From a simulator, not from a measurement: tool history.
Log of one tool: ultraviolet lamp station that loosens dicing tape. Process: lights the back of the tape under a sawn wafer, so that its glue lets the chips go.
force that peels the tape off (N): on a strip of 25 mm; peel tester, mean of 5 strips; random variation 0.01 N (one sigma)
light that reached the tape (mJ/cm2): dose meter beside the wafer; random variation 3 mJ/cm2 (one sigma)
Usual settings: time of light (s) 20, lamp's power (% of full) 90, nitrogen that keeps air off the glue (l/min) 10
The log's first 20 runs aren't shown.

run,day,time of light (s),lamp's power (% of full),nitrogen that keeps air off the glue (l/min),force that peels the tape off (N),light that reached the tape (mJ/cm2)
21,13.996,20,98,10,0.608,370
22,14.508,20,98,10,0.598,375
23,15.429,20,98,10,0.6,369
24,15.892,30,98,4,0.603,546
25,16.7,31,90,10,0.389,513
26,17.292,31,90,10,0.389,510
27,17.683,31,90,8,0.433,511
28,18.208,31,90,8,0.464,511
29,18.812,23,73,14,0.635,308
30,19.692,11,65,3,2.143,126
31,20.529,11,65,3,2.151,126
32,20.975,11,73,3,2.046,139
33,21.617,11,73,6,1.824,140
34,22.046,26,67,19,0.565,309
35,22.996,20,85,11,0.78,298
36,23.838,20,85,11,0.768,293
37,24.479,37,79,12,0.367,498

The next listed run, before its measurement:
38,25.354,13,92,10,?,?

Run 38 gave force that peels the tape off (N) 1.185, light that reached the tape (mJ/cm2) 203.
Without the tool's hidden state the same run would have given force that peels the tape off (N) 0.772, light that reached the tape (mJ/cm2) 302.
